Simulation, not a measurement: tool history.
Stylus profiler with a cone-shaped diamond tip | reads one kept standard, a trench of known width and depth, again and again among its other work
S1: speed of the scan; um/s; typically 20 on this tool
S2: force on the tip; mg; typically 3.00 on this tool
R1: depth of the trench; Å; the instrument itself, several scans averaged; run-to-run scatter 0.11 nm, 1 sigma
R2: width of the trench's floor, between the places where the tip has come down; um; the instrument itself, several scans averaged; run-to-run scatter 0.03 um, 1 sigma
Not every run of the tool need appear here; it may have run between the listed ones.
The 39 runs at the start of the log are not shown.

| run | day | S1 | S2 | R1 | R2 |
|---|---|---|---|---|---|
| 40 | 64.942 | 31 | 1.38 | 5031.0 | 95.74 |
| 41 | 66.312 | 55 | 4.91 | 5066.7 | 95.70 |
| 42 | 68.150 | 47 | 1.48 | 5032.1 | 95.57 |
| 43 | 70.400 | 10 | 5.28 | 5068.8 | 95.87 |
| 44 | 72.633 | 57 | 2.92 | 5048.2 | 95.60 |
| 45 | 74.858 | 15 | 2.99 | 5053.5 | 95.84 |
| 46 | 76.000 | 7 | 4.56 | 5067.0 | 95.82 |
| 47 | 78.142 | 10 | 1.49 | 5036.3 | 95.75 |

3 options for the next run, each taken on its own from the tool as it stands now. Forecast them:
| A | 80.304 | 10 | 1.20 | ? | ? |
| B | 80.304 | 15 | 1.11 | ? | ? |
| C | 80.304 | 32 | 3.00 | ? | ? |

| run | R1 | R2 |
|---|---|---|
| A | 5033.9 | 95.76 |
| B | 5030.8 | 95.69 |
| C | 5052.3 | 95.70 |
Had the tool no hidden state, the same runs would have come out as:
| run | R1 | R2 |
|---|---|---|
| A | 5025.6 | 97.26 |
| B | 5022.6 | 97.19 |
| C | 5044.1 | 97.20 |
